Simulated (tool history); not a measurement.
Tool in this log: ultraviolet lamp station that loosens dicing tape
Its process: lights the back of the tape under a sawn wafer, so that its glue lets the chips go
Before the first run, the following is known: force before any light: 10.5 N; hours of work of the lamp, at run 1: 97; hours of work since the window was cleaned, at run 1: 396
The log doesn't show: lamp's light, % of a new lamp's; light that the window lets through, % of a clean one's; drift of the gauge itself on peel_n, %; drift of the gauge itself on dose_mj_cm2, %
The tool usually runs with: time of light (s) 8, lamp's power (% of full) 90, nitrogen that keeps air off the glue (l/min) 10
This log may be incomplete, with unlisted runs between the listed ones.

run   hour  time of light (s)  lamp's power (% of full)  nitrogen that keeps air off the glue (l/min)  hours of work of the lamp  hours of work since the window was cleaned  force that peels the tape off (N)  light that reached the tape (mJ/cm2)
  1      0                  8                        90                                            10                         97                                         396                              0.368                                   372
  2   10.1                  8                        90                                            10                        102                                         401                              0.358                                   375
  3     19                  8                        90                                            10                        106                                         405                              0.354                                   370
  4   27.1                  8                        90                                            10                        110                                         409                              0.373                                   374
  5   38.2                  8                        90                                            10                        115                                         414                              0.357                                   374
  6   43.7                  8                        90                                            10                        118                                         417                              0.371                                   371
  7     50                  8                        90                                            10                        121                                         420                              0.375                                   370
  8   58.8                  8                        86                                            10                        125                                         424                              0.426                                   355
  9   69.2                  8                        90                                            10                        130                                         429                              0.371                                   372
 10   75.4                  8                        90                                            10                        133                                         432                               0.36                                   372
 11   85.9                 13                        94                                            19                        138                                         438                              0.204                                   629
 12   98.6                 13                        94                                            19                        145                                         444                              0.211                                   631
 13  105.4                 11                        90                                            12                        148                                         447                              0.232                                   508
 14  114.2                 11                        90                                            12                        152                                         451                              0.235                                   507
 15  119.7                  8                        64                                            13                        155                                         454                              0.636                                   264
 16  129.2                 11                        99                                            13                        159                                         458                              0.211                                   567
 17  137.1                  8                        88                                            14                        163                                         462                              0.304                                   359

Run 18, settings as shown, results not yet in. Your forecast:
 18  142.7                  7                        68                                            20                        166                                         465                                  ?                                     ?

{"run 18": {"force that peels the tape off (N)": 0.582, "light that reached the tape (mJ/cm2)": 244}}
The same run, on a tool lacking any hidden state, would have yielded force that peels the tape off (N) 0.58, light that reached the tape (mJ/cm2) 245.

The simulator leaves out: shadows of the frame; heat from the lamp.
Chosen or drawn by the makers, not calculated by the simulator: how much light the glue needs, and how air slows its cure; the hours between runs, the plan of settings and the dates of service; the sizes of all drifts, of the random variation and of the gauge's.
